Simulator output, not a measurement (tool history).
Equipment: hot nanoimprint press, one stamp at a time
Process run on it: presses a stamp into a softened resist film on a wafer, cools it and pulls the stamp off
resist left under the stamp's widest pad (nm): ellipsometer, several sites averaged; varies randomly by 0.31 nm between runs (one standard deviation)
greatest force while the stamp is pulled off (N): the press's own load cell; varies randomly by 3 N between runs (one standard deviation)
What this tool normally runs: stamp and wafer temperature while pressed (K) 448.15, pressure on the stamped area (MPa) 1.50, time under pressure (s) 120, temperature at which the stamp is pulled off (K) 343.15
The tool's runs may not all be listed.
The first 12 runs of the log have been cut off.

| run | hour | stamp and wafer temperature while pressed (K) | pressure on the stamped area (MPa) | time under pressure (s) | temperature at which the stamp is pulled off (K) | resist left under the stamp's widest pad (nm) | greatest force while the stamp is pulled off (N) |
|---|---|---|---|---|---|---|---|
| 13 | 474.2 | 447.15 | 1.50 | 120 | 347.15 | 118.2 | 133 |
| 14 | 524.9 | 448.15 | 1.67 | 120 | 343.15 | 106.4 | 143 |
| 15 | 573.0 | 448.15 | 1.50 | 120 | 343.15 | 112.9 | 143 |
| 16 | 606.1 | 448.15 | 1.18 | 120 | 328.15 | 128.2 | 173 |
|  | 627.1 | stamp cleaned and given a new release coat |
| 17 | 638.7 | 448.15 | 1.18 | 197 | 349.15 | 106.3 | 129 |
| 18 | 672.8 | 458.15 | 1.50 | 120 | 337.15 | 73.3 | 156 |
| 19 | 724.6 | 448.15 | 2.10 | 181 | 343.15 | 79.8 | 145 |
| 20 | 767.7 | 460.15 | 1.30 | 221 | 348.15 | 57.5 | 138 |
|  | 793.9 | plate thermocouple calibrated |
| 21 | 821.8 | 450.15 | 1.50 | 120 | 343.15 | 103.1 | 139 |
| 22 | 850.6 | 448.15 | 1.95 | 120 | 330.15 | 98.0 | 170 |
| 23 | 897.4 | 448.15 | 1.50 | 128 | 335.15 | 110.4 | 157 |
| 24 | 944.3 | 459.15 | 1.50 | 120 | 343.15 | 70.2 | 142 |
|  | 982.7 | stamp cleaned and given a new release coat |
| 25 | 992.8 | 457.15 | 1.12 | 174 | 336.15 | 78.2 | 158 |
| 26 | 1041.7 | 457.15 | 1.12 | 174 | 336.15 | 78.2 | 152 |
| 27 | 1073.1 | 439.15 | 1.21 | 162 | 343.15 | 169.7 | 144 |

Estimate the outcome of run 28 from the log above:
|  | 1116.2 | press's hydraulic seals changed and the load cell set to zero |
| 28 | 1119.9 | 448.15 | 1.50 | 115 | 342.15 | ? | ? |

For run 28 the tool returned resist left under the stamp's widest pad (nm) 114.4, greatest force while the stamp is pulled off (N) 147.
If the tool had no hidden condition, the same run with the same run-to-run variation would have returned resist left under the stamp's widest pad (nm) 114.5, greatest force while the stamp is pulled off (N) 147.

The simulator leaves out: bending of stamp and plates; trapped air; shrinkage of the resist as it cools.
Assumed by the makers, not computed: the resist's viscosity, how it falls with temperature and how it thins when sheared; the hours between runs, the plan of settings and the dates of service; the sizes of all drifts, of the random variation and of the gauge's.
